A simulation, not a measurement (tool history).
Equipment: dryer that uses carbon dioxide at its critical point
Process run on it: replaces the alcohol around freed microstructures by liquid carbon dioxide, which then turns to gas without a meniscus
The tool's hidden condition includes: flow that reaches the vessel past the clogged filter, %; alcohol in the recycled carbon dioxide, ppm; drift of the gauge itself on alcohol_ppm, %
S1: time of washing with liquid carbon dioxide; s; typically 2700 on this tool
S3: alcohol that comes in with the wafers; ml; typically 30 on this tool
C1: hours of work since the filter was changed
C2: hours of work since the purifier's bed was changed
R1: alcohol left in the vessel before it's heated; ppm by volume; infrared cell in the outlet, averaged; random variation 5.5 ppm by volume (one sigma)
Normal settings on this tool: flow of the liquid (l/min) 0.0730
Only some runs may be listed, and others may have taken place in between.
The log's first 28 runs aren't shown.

run 29 hour=228.7 | S1=2700 flow_of_the_liquid_(l/min)=0.0925 S3=100 | C1=218 C2=468 | R1=205
run 30 hour=235.4 | S1=2700 flow_of_the_liquid_(l/min)=0.0925 S3=100 | C1=223 C2=473 | R1=219
run 31 hour=246.7 | S1=2700 flow_of_the_liquid_(l/min)=0.0730 S3=75 | C1=231 C2=481 | R1=605
run 32 hour=256.3 | S1=3360 flow_of_the_liquid_(l/min)=0.0730 S3=101 | C1=238 C2=488 | R1=252
run 33 hour=263.4 | S1=3360 flow_of_the_liquid_(l/min)=0.0730 S3=101 | C1=243 C2=493 | R1=257
run 34 hour=272.0 | S1=3360 flow_of_the_liquid_(l/min)=0.0730 S3=101 | C1=249 C2=499 | R1=253
run 35 hour=276.9 | S1=2460 flow_of_the_liquid_(l/min)=0.0946 S3=55 | C1=252 C2=503 | R1=197
run 36 hour=284.7 | S1=4080 flow_of_the_liquid_(l/min)=0.0578 S3=55 | C1=258 C2=508 | R1=225
run 37 hour=294.3 | S1=4080 flow_of_the_liquid_(l/min)=0.0578 S3=55 | C1=265 C2=515 | R1=236
run 38 hour=302.0 | S1=4080 flow_of_the_liquid_(l/min)=0.0578 S3=55 | C1=270 C2=520 | R1=243
run 39 hour=309.5 | S1=2460 flow_of_the_liquid_(l/min)=0.0496 S3=80 | C1=276 C2=526 | R1=5555
run 40 hour=318.8 | S1=3780 flow_of_the_liquid_(l/min)=0.0465 S3=85 | C1=282 C2=532 | R1=1448
run 41 hour=326.9 | S1=2340 flow_of_the_liquid_(l/min)=0.1229 S3=55 | C1=288 C2=538 | R1=120
run 42 hour=333.1 | S1=2340 flow_of_the_liquid_(l/min)=0.1229 S3=55 | C1=293 C2=543 | R1=105
run 43 hour=339.4 | S1=2340 flow_of_the_liquid_(l/min)=0.0605 S3=114 | C1=297 C2=547 | R1=4400
run 44 hour=344.1 | S1=2280 flow_of_the_liquid_(l/min)=0.0782 S3=66 | C1=300 C2=550 | R1=915
run 45 hour=354.0 | S1=2280 flow_of_the_liquid_(l/min)=0.0782 S3=66 | C1=307 C2=557 | R1=896
run 46 hour=359.6 | S1=4320 flow_of_the_liquid_(l/min)=0.0638 S3=21 | C1=311 C2=561 | R1=115
run 47 hour=365.5 | S1=4320 flow_of_the_liquid_(l/min)=0.0638 S3=21 | C1=316 C2=566 | R1=128

Predict each of these 4 candidate next runs independently; none follows another, all start after run 47:
run A hour=375.7 | S1=3360 flow_of_the_liquid_(l/min)=0.1202 S3=111 | C1=323 C2=573 | R1=?
run B hour=375.7 | S1=4320 flow_of_the_liquid_(l/min)=0.0638 S3=28 | C1=323 C2=573 | R1=?
run C hour=375.7 | S1=2700 flow_of_the_liquid_(l/min)=0.0730 S3=50 | C1=323 C2=573 | R1=?
run D hour=375.7 | S1=2040 flow_of_the_liquid_(l/min)=0.0566 S3=33 | C1=323 C2=573 | R1=?

run=A R1=99
run=B R1=129
run=C R1=483
run=D R1=2776
The same runs, with their run-to-run variation unchanged, on a tool lacking any hidden condition would have given:
run=A R1=2
run=B R1=25
run=C R1=259
run=D R1=2112
